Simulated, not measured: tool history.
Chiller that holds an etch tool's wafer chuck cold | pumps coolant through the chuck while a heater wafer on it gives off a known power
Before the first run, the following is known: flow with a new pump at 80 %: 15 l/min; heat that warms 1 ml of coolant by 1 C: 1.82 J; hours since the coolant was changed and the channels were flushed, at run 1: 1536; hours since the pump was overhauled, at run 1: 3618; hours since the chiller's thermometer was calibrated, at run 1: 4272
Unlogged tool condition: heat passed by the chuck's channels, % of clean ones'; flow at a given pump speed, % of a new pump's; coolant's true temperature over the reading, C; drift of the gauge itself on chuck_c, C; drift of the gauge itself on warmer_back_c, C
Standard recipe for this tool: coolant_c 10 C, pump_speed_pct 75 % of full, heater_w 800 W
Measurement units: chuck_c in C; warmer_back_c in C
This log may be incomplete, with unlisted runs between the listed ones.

run,hour,coolant_c,pump_speed_pct,heater_w,hours since the coolant was changed and the channels were flushed,hours since the pump was overhauled,hours since the chiller's thermometer was calibrated,chuck_c,warmer_back_c
1,0.0,10,75,800,1536,3618,4272,20.2,2.04
2,216.6,10,72,800,1753,3834,4489,21.0,2.19
3,327.5,10,75,800,1864,3945,4600,20.3,2.09
4,446.7,10,75,800,1983,4064,4719,20.5,2.10
# hour 588.5: chiller's thermometer calibrated
5,639.4,10,75,800,2175,4256,51,21.0,2.06
6,750.3,10,75,800,2286,4367,162,20.9,2.09
7,955.7,10,75,794,2491,4572,367,21.0,2.05
8,1079.6,10,75,800,2615,4696,491,21.0,2.14
9,1259.1,10,75,800,2795,4876,671,21.2,2.13
10,1369.1,10,75,800,2905,4986,781,21.2,2.15
11,1593.3,17,75,800,3129,5210,1005,28.2,2.13
12,1811.3,6,75,800,3347,5428,1223,17.3,2.19
13,1924.0,9,75,800,3459,5541,1335,20.5,2.18
# hour 1979.1: coolant pump overhauled
14,2089.0,9,75,800,3619,110,1495,19.3,1.94
# hour 2158.7: coolant changed, channels flushed
15,2295.9,9,75,800,137,311,1696,18.6,1.93
16,2399.6,9,92,800,241,414,1800,17.1,1.57
17,2597.0,9,92,800,438,612,1997,17.1,1.55
18,2725.0,10,94,712,566,740,2125,17.1,1.35
19,2869.4,14,87,1165,711,884,2270,26.6,2.42
20,3059.5,14,87,1165,901,1074,2460,26.8,2.42
21,3175.9,1,60,565,1017,1191,2576,9.5,1.76
22,3282.3,1,60,565,1124,1297,2683,9.4,1.81
23,3497.7,1,71,565,1339,1513,2898,8.3,1.45
24,3702.4,11,60,432,1544,1717,3103,17.5,1.36
25,3852.9,11,60,432,1694,1868,3253,17.6,1.43
26,4000.1,5,75,699,1841,2015,3401,14.1,1.70
27,4134.5,2,82,718,1976,2149,3535,10.4,1.69
28,4246.8,17,72,800,2088,2262,3647,27.5,2.15
29,4355.7,17,66,583,2197,2371,3756,25.3,1.72
30,4467.3,10,75,1015,2309,2482,3868,23.0,2.57
31,4563.9,10,75,1015,2405,2579,3964,23.2,2.53
32,4736.5,10,75,968,2578,2751,4137,22.7,2.48

Alternative continuations, all from the tool just after run 32; predict every row:
A,4860.3,10,75,1195,2702,2875,4261,?,?
B,4860.3,0,75,968,2702,2875,4261,?,?
C,4860.3,10,75,428,2702,2875,4261,?,?
D,4860.3,9,75,968,2702,2875,4261,?,?

run,chuck_c,warmer_back_c
A,25.8,3.00
B,12.7,2.44
C,15.4,1.08
D,21.8,2.43
Without the tool's unlogged condition, the same runs would have read:
run,chuck_c,warmer_back_c
A,24.4,2.79
B,11.7,2.27
C,15.2,1.00
D,20.7,2.26
